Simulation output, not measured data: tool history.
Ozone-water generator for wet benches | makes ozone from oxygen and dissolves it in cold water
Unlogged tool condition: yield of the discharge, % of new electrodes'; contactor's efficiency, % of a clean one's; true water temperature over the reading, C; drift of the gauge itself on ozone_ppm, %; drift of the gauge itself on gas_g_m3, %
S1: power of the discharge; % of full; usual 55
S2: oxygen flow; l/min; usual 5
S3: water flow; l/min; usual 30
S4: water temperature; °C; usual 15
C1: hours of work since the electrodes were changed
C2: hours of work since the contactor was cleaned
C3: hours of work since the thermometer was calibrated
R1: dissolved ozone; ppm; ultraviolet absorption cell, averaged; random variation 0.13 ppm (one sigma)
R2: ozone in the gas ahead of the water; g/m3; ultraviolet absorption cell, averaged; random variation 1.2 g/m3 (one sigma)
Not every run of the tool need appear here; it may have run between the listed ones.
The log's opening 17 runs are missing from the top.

run    hour  S1    S2  S3  S4    C1    C2    C3    R1     R2
 18  3198.8  60  5.69  42   9  8076  3086  3880  10.6  202.2
 19  3330.6  43  4.84  29  17  8171  3181  3975  11.2  173.6
 20  3540.2  74  6.35  26  17  8323  3332  4126  19.4  222.7
 21  3668.4  69  5.96  33  19  8415  3425  4218  14.1  219.2
 22  3809.4  42  2.56  42   8  8517  3526  4320   6.8  242.8
 23  3984.6  42  2.56  42   8  8643  3653  4446   6.8    243
 24  4165.2  42  2.56  42   8  8773  3783  4576   6.5  241.8
 25  4374.7  89  6.85  30   8  8924  3934  4727  21.4  240.6
 26  4479.6  55   4.1  20  15  9000  4010  4803  19.8  227.3
       4599  -- water thermometer calibrated
 27  4600.6  55  5.33  30  15  9087  4096     1  13.7  198.1
 28    4734  50  3.09  23  10  9183  4193    97  16.4  246.6
 29  4896.3  92   6.5  25  10  9300  4310   214  25.5  252.2
 30  5063.2  92   6.5  25  10  9420  4430   335  25.7  253.5
 31  5297.1  55     5  24  15  9589  4598   503  16.7    203
 32  5472.9  66     5  30   7  9715  4725   630  16.4  228.9

5 ways to go on from here, each from the tool as it stands after run 32. What would each give?
  A  5602.8  55  5.89  38  20  9809  4819  724   ?   ?
  B  5602.8  66  3.98  30   7  9809  4819  724   ?   ?
  C  5602.8  43  2.92  30  10  9809  4819  724   ?   ?
  D  5602.8  70     5  37   7  9809  4819  724   ?   ?
  E  5602.8  50  7.68  30   7  9809  4819  724   ?   ?

run    R1     R2
  A    10  185.5
  B  15.6    260
  C  10.6  228.1
  D  13.4  238.4
  E  14.3  147.5
Stripped of hidden state, with their random variation kept, the same runs would have yielded:
run    R1     R2
  A  11.3  199.3
  B  17.8  282.9
  C  11.7  241.2
  D  15.4  260.6
  E    16  157.5
